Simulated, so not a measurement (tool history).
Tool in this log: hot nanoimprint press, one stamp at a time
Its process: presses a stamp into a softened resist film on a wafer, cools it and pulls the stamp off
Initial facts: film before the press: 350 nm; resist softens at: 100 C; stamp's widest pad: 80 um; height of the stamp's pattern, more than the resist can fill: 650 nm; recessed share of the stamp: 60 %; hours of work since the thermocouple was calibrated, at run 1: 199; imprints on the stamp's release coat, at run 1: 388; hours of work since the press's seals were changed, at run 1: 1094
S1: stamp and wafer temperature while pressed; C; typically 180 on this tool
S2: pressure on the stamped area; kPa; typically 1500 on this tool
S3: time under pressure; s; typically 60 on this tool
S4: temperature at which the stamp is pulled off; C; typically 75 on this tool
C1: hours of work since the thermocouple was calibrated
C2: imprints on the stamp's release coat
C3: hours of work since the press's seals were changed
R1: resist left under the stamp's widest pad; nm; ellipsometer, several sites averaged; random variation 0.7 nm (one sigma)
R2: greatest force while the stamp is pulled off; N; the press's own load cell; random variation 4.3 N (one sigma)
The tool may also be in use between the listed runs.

run,day,S1,S2,S3,S4,C1,C2,C3,R1,R2
1,0.000,180,1500,60,75,199,388,1094,203.8,209
2,1.608,180,1500,60,75,230,506,1124,203.2,222
3,3.554,180,1500,60,75,266,649,1160,202.8,206
4,5.146,180,1850,60,75,296,766,1190,186.7,216
# day 7.146: plate thermocouple calibrated
5,7.146,180,990,60,75,0,903,1225,236.9,212
6,8.175,180,990,60,75,19,979,1245,237.0,212
# day 9.383: press's hydraulic seals changed and the load cell set to zero
7,10.346,188,1960,65,63,54,1114,18,126.5,250
# day 11.588: stamp cleaned and given a new release coat
8,12.717,180,2350,100,75,93,83,58,138.7,209
9,13.804,186,1230,60,75,114,163,78,175.8,202
10,15.333,186,1230,60,75,142,275,107,176.2,217
11,16.212,186,2300,78,68,159,340,123,117.2,226
12,17.596,179,1040,113,72,185,441,149,200.4,223

4 ways to go on from here, each from the tool as it stands after run 12. What would each give?
A,18.521,180,1500,60,65,202,509,166,?,?
B,18.521,179,1040,113,78,202,509,166,?,?
C,18.521,179,1040,39,72,202,509,166,?,?
D,18.521,179,970,41,72,202,509,166,?,?

run,R1,R2
A,204.5,245
B,201.6,197
C,265.8,226
D,267.9,221
Without the tool's unlogged condition, the same runs would have read:
run,R1,R2
A,204.9,244
B,202.1,195
C,266.2,224
D,268.3,220
